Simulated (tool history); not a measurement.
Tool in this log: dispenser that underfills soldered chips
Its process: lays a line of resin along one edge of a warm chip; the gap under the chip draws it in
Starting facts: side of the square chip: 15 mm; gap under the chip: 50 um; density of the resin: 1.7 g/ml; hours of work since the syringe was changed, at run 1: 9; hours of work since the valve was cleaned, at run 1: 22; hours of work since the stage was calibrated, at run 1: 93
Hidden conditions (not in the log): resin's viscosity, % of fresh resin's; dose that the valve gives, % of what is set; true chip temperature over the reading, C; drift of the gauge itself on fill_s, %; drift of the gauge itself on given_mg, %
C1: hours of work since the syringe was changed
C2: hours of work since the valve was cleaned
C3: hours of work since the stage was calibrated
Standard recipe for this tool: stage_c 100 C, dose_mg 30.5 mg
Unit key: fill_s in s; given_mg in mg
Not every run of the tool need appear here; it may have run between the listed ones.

{"run": 1, "hour": 0.0, "stage_c": 100, "dose_mg": 30.5, "C1": 9, "C2": 22, "C3": 93, "fill_s": 546.9, "given_mg": 30.01}
{"hour": 1.9, "done": "new syringe of resin"}
{"run": 2, "hour": 9.8, "stage_c": 100, "dose_mg": 30.5, "C1": 6, "C2": 29, "C3": 100, "fill_s": 418.4, "given_mg": 30.12}
{"hour": 15.8, "done": "new syringe of resin"}
{"run": 3, "hour": 25.2, "stage_c": 100, "dose_mg": 30.5, "C1": 7, "C2": 41, "C3": 112, "fill_s": 465.1, "given_mg": 29.51}
{"hour": 30.2, "done": "new syringe of resin"}
{"run": 4, "hour": 33.2, "stage_c": 100, "dose_mg": 30.5, "C1": 2, "C2": 47, "C3": 117, "fill_s": 304.2, "given_mg": 29.5}
{"run": 5, "hour": 41.9, "stage_c": 100, "dose_mg": 30.5, "C1": 9, "C2": 53, "C3": 124, "fill_s": 525.5, "given_mg": 29.48}
{"hour": 44.5, "done": "new syringe of resin"}
{"run": 6, "hour": 51.4, "stage_c": 100, "dose_mg": 30.5, "C1": 5, "C2": 60, "C3": 131, "fill_s": 388.8, "given_mg": 29.38}
{"hour": 58.7, "done": "new syringe of resin"}
{"run": 7, "hour": 60.8, "stage_c": 100, "dose_mg": 30.5, "C1": 2, "C2": 67, "C3": 138, "fill_s": 289.1, "given_mg": 29.2}
{"run": 8, "hour": 71.7, "stage_c": 100, "dose_mg": 36.7, "C1": 10, "C2": 76, "C3": 146, "fill_s": 560.9, "given_mg": 34.94}
{"hour": 73.0, "done": "new syringe of resin"}
{"run": 9, "hour": 82.2, "stage_c": 100, "dose_mg": 30.5, "C1": 7, "C2": 84, "C3": 154, "fill_s": 455.9, "given_mg": 28.89}
{"hour": 87.9, "done": "new syringe of resin"}
{"run": 10, "hour": 98.7, "stage_c": 100, "dose_mg": 33.7, "C1": 8, "C2": 96, "C3": 167, "fill_s": 495, "given_mg": 31.68}
{"hour": 102.8, "done": "new syringe of resin"}
{"run": 11, "hour": 109.6, "stage_c": 100, "dose_mg": 33.7, "C1": 5, "C2": 104, "C3": 175, "fill_s": 388, "given_mg": 31.42}
{"hour": 111.4, "done": "dispensing valve cleaned and set on the balance"}
{"hour": 117.7, "done": "new syringe of resin"}
{"run": 12, "hour": 119.9, "stage_c": 100, "dose_mg": 33.7, "C1": 2, "C2": 6, "C3": 182, "fill_s": 293.3, "given_mg": 33.62}
{"hour": 131.4, "done": "new syringe of resin"}
{"run": 13, "hour": 137.8, "stage_c": 109, "dose_mg": 30.5, "C1": 5, "C2": 20, "C3": 195, "fill_s": 306.9, "given_mg": 30.06}
{"hour": 145.4, "done": "new syringe of resin"}
{"run": 14, "hour": 153.9, "stage_c": 90, "dose_mg": 30.5, "C1": 7, "C2": 32, "C3": 207, "fill_s": 580.5, "given_mg": 29.71}
{"hour": 159.7, "done": "new syringe of resin"}
{"run": 15, "hour": 170.8, "stage_c": 90, "dose_mg": 30.5, "C1": 9, "C2": 45, "C3": 220, "fill_s": 678.6, "given_mg": 29.55}
{"hour": 173.8, "done": "new syringe of resin"}
{"hour": 187.7, "done": "new syringe of resin"}
{"run": 16, "hour": 188.2, "stage_c": 90, "dose_mg": 30.5, "C1": 0, "C2": 57, "C3": 233, "fill_s": 345, "given_mg": 29.3}
{"run": 17, "hour": 199.0, "stage_c": 90, "dose_mg": 30.5, "C1": 9, "C2": 66, "C3": 241, "fill_s": 675.9, "given_mg": 29.3}
{"hour": 201.6, "done": "new syringe of resin"}
{"run": 18, "hour": 208.9, "stage_c": 100, "dose_mg": 28.7, "C1": 6, "C2": 73, "C3": 248, "fill_s": 421.1, "given_mg": 27.3}
{"hour": 215.3, "done": "new syringe of resin"}
{"run": 19, "hour": 223.7, "stage_c": 93, "dose_mg": 30.3, "C1": 6, "C2": 84, "C3": 259, "fill_s": 528.8, "given_mg": 28.62}
{"hour": 228.9, "done": "new syringe of resin"}
{"run": 20, "hour": 233.4, "stage_c": 100, "dose_mg": 31.5, "C1": 3, "C2": 91, "C3": 267, "fill_s": 343.7, "given_mg": 29.41}
{"hour": 242.9, "done": "new syringe of resin"}
{"run": 21, "hour": 247.2, "stage_c": 114, "dose_mg": 33.5, "C1": 3, "C2": 102, "C3": 277, "fill_s": 230.6, "given_mg": 31.33}
{"hour": 251.5, "done": "dispensing valve cleaned and set on the balance"}
{"run": 22, "hour": 257.1, "stage_c": 113, "dose_mg": 29.3, "C1": 10, "C2": 4, "C3": 284, "fill_s": 417.5, "given_mg": 29.32}
{"hour": 258.6, "done": "new syringe of resin"}
{"hour": 272.6, "done": "new syringe of resin"}
{"run": 23, "hour": 272.6, "stage_c": 112, "dose_mg": 34.2, "C1": 0, "C2": 16, "C3": 295, "fill_s": 185.2, "given_mg": 33.93}
{"hour": 286.3, "done": "new syringe of resin"}
{"run": 24, "hour": 286.6, "stage_c": 96, "dose_mg": 27.7, "C1": 0, "C2": 26, "C3": 306, "fill_s": 298.3, "given_mg": 27.09}
{"hour": 300.2, "done": "new syringe of resin"}
{"run": 25, "hour": 304.2, "stage_c": 96, "dose_mg": 27.7, "C1": 3, "C2": 39, "C3": 319, "fill_s": 383.3, "given_mg": 26.9}
{"hour": 313.9, "done": "new syringe of resin"}
{"run": 26, "hour": 318.4, "stage_c": 101, "dose_mg": 35.3, "C1": 3, "C2": 50, "C3": 329, "fill_s": 329.2, "given_mg": 34.35}
{"hour": 323.3, "done": "stage's temperature calibrated"}
{"hour": 328.9, "done": "new syringe of resin"}
{"run": 27, "hour": 330.3, "stage_c": 100, "dose_mg": 38.9, "C1": 1, "C2": 58, "C3": 5, "fill_s": 268.9, "given_mg": 37.44}
{"hour": 343.0, "done": "new syringe of resin"}
{"run": 28, "hour": 343.1, "stage_c": 100, "dose_mg": 38.9, "C1": 0, "C2": 68, "C3": 15, "fill_s": 251.9, "given_mg": 37.2}
{"run": 29, "hour": 353.4, "stage_c": 95, "dose_mg": 35.4, "C1": 8, "C2": 76, "C3": 23, "fill_s": 550.5, "given_mg": 33.55}
{"hour": 356.7, "done": "new syringe of resin"}
{"run": 30, "hour": 366.2, "stage_c": 92, "dose_mg": 38.5, "C1": 7, "C2": 85, "C3": 32, "fill_s": 556.6, "given_mg": 36.29}
{"hour": 370.4, "done": "new syringe of resin"}
{"run": 31, "hour": 375.9, "stage_c": 110, "dose_mg": 27, "C1": 4, "C2": 92, "C3": 39, "fill_s": 285, "given_mg": 25.23}
{"hour": 384.8, "done": "new syringe of resin"}
{"run": 32, "hour": 387.6, "stage_c": 110, "dose_mg": 27, "C1": 2, "C2": 101, "C3": 48, "fill_s": 241.1, "given_mg": 25.17}
{"hour": 392.7, "done": "dispensing valve cleaned and set on the balance"}
{"run": 33, "hour": 396.5, "stage_c": 110, "dose_mg": 27, "C1": 8, "C2": 3, "C3": 54, "fill_s": 382.9, "given_mg": 26.94}

Each row is a separate what-if for the run after 33, all from the same tool condition, not one after another. Results?
{"hour": 400.1, "done": "new syringe of resin"}
{"run": "A", "hour": 413.3, "stage_c": 100, "dose_mg": 33, "C1": 10, "C2": 16, "C3": 67, "fill_s": "?", "given_mg": "?"}
{"hour": 400.1, "done": "new syringe of resin"}
{"run": "B", "hour": 413.3, "stage_c": 88, "dose_mg": 30.7, "C1": 10, "C2": 16, "C3": 67, "fill_s": "?", "given_mg": "?"}
{"hour": 400.1, "done": "new syringe of resin"}
{"run": "C", "hour": 413.3, "stage_c": 100, "dose_mg": 27, "C1": 10, "C2": 16, "C3": 67, "fill_s": "?", "given_mg": "?"}
{"hour": 400.1, "done": "new syringe of resin"}
{"run": "D", "hour": 413.3, "stage_c": 94, "dose_mg": 27, "C1": 10, "C2": 16, "C3": 67, "fill_s": "?", "given_mg": "?"}

run=A fill_s=569.1 given_mg=32.54
run=B fill_s=796 given_mg=30.44
run=C fill_s=585.2 given_mg=26.58
run=D fill_s=702 given_mg=26.78
Take away the tool's hidden state, keep each run's random variation, and the runs would have read:
run=A fill_s=248.6 given_mg=32.88
run=B fill_s=347.6 given_mg=30.75
run=C fill_s=255.2 given_mg=26.85
run=D fill_s=306.1 given_mg=27.05
